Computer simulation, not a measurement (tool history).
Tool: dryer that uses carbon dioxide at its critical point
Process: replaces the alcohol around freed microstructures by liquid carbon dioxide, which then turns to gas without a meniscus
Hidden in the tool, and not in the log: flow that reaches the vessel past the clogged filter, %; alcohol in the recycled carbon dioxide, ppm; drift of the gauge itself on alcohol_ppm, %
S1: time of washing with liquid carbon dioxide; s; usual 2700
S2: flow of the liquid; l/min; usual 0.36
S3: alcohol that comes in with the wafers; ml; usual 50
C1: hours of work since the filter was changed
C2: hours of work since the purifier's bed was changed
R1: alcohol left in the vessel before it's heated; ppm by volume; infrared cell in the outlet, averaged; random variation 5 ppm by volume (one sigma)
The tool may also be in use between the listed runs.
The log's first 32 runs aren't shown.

run 33 hour=1103.9 | S1=3960 S2=0.392 S3=24 | C1=227 C2=683 | R1=278
run 34 hour=1141.3 | S1=2700 S2=0.28 S3=92 | C1=239 C2=694 | R1=481
run 35 hour=1189.7 | S1=4200 S2=0.311 S3=48 | C1=254 C2=709 | R1=275
run 36 hour=1230.1 | S1=4200 S2=0.311 S3=48 | C1=267 C2=722 | R1=289
-- hour=1265.6 purifier's bed changed
run 37 hour=1276.6 | S1=2700 S2=0.259 S3=50 | C1=280 C2=3 | R1=194
run 38 hour=1299.8 | S1=4260 S2=0.378 S3=102 | C1=287 C2=11 | R1=10
run 39 hour=1345.2 | S1=4260 S2=0.378 S3=102 | C1=301 C2=25 | R1=22
run 40 hour=1368.4 | S1=3960 S2=0.313 S3=102 | C1=308 C2=32 | R1=21
run 41 hour=1416.2 | S1=2700 S2=0.592 S3=29 | C1=323 C2=47 | R1=33

Forecast run 42:
run 42 hour=1442.6 | S1=1920 S2=0.36 S3=50 | C1=331 C2=55 | R1=?

Run 42 gave R1 272 ppm by volume.
Without the tool's hidden state the same run would have given R1 114 ppm by volume.

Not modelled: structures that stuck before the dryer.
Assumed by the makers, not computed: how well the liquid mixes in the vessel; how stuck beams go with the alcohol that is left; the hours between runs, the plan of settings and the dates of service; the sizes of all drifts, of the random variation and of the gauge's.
